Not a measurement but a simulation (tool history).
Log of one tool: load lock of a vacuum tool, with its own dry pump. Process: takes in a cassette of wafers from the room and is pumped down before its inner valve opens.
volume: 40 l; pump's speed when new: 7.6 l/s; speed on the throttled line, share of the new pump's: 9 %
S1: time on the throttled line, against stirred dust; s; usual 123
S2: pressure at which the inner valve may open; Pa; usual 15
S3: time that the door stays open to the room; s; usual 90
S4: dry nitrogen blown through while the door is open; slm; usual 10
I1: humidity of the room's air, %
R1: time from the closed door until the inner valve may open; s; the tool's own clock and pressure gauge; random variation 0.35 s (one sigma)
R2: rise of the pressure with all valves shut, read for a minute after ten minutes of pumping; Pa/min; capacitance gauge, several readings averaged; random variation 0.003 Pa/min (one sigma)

run,hour,S1,S2,S3,S4,I1,R1,R2
1,0.0,123,15,90,10,43.4,163.7,0.107
2,435.6,215,15,90,10,44.9,246.6,0.113
3,883.5,123,15,90,10,42.7,164.2,0.118
4,1145.9,123,15,90,10,46.2,163.7,0.121
5,1397.1,123,15,90,10,42.1,162.9,0.119
6,1646.4,123,15,90,10,44.4,163.0,0.126
7,2083.8,123,15,90,10,45.3,163.0,0.127
8,2299.8,81,15,90,10,45.2,126.3,0.140
9,2607.7,81,18,90,10,45.8,125.0,0.133
10,3074.3,123,15,190,10,48.0,163.7,0.157
11,3355.3,123,15,190,10,47.8,164.2,0.164
12,3556.9,123,15,90,10,45.0,163.7,0.147
13,3795.3,225,15,90,10,46.1,257.3,0.147
14,4196.4,225,15,90,10,43.8,255.8,0.155
15,4674.6,225,15,90,10,45.5,256.1,0.163
16,5020.5,225,15,90,10,45.9,255.9,0.161
17,5473.5,123,15,93,7,43.7,164.5,0.174
18,5759.1,110,12,26,10,43.2,154.8,0.156
19,6093.4,110,12,26,10,42.0,154.5,0.166
20,6507.1,123,17,158,10,43.9,163.5,0.189
21,6774.2,123,13,53,5,47.6,166.2,0.192
22,7033.4,75,21,42,9,41.5,120.0,0.173
23,7243.1,75,21,42,9,46.8,119.9,0.178
24,7697.0,65,15,90,20,43.0,113.4,0.187
25,7938.4,65,15,92,20,46.2,113.3,0.193
26,8228.7,65,14,92,20,48.5,113.9,0.201
# hour 8416.1: dry pump taken out, an overhauled one fitted
27,8497.7,123,28,213,11,42.3,155.6,0.228
28,8776.9,201,15,90,10,43.8,230.4,0.210
29,9186.8,201,15,90,10,47.2,231.1,0.222
30,9466.9,201,15,90,10,46.0,230.6,0.219

4 ways to go on from here, each from the tool as it stands after run 30. What would each give?
A,9833.0,123,15,121,10,43.9,?,?
B,9833.0,123,15,62,10,46.5,?,?
C,9833.0,110,15,83,10,45.6,?,?
D,9833.0,76,15,143,10,45.7,?,?

run,R1,R2
A,159.8,0.234
B,159.2,0.226
C,147.9,0.229
D,117.1,0.239
Without the tool's hidden state the same runs would have given:
run,R1,R2
A,159.3,0.053
B,158.7,0.044
C,147.4,0.045
D,116.6,0.056

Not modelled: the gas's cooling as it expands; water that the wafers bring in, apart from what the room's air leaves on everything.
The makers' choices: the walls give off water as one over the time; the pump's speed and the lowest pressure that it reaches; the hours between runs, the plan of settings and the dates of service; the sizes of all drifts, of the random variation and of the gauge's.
